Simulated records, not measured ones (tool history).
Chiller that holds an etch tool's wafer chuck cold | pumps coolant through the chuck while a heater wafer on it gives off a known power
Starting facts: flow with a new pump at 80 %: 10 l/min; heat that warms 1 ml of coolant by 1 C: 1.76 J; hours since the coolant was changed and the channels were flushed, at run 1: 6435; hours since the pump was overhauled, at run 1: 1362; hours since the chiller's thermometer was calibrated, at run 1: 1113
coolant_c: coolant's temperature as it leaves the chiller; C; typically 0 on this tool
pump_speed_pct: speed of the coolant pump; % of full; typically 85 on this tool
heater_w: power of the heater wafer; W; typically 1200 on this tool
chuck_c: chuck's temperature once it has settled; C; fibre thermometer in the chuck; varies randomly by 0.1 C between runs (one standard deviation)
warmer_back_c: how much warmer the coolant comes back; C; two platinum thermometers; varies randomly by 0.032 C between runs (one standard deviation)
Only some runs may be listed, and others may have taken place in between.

run,hour,coolant_c,pump_speed_pct,heater_w,hours since the coolant was changed and the channels were flushed,hours since the pump was overhauled,hours since the chiller's thermometer was calibrated,chuck_c,warmer_back_c
1,0.0,0,85,1200,6435,1362,1113,10.0,3.93
2,84.7,0,85,1200,6520,1446,1197,9.8,3.97
3,210.3,0,85,1200,6645,1572,1323,9.6,3.88
4,270.4,0,85,1200,6705,1632,1383,9.7,3.95
5,337.4,0,85,1200,6772,1699,1450,9.8,3.94
6,463.3,0,85,1200,6898,1825,1576,9.8,3.95
7,530.5,1,88,1200,6966,1892,1643,10.6,3.81
8,645.9,1,88,1200,7081,2008,1759,10.7,3.78
9,715.4,7,85,703,7150,2077,1828,13.1,2.32
10,785.4,5,63,1200,7220,2147,1898,17.6,5.42

Consider 5 possible next runs. They are alternatives, not a sequence: every one starts from the tool as it was left by run 10. What does each give?
A,864.1,8,68,1200,7299,2226,1977,?,?
B,864.1,-3,85,957,7299,2226,1977,?,?
C,864.1,0,85,949,7299,2226,1977,?,?
D,864.1,0,73,1461,7299,2226,1977,?,?
E,864.1,5,86,1011,7299,2226,1977,?,?

run,chuck_c,warmer_back_c
A,20.0,4.95
B,5.1,3.14
C,8.1,3.15
D,13.7,5.61
E,13.5,3.27
Take away the tool's hidden state, keep each run's random variation, and the runs would have read:
run,chuck_c,warmer_back_c
A,18.1,4.82
B,3.8,3.06
C,6.7,3.07
D,11.6,5.47
E,12.1,3.18
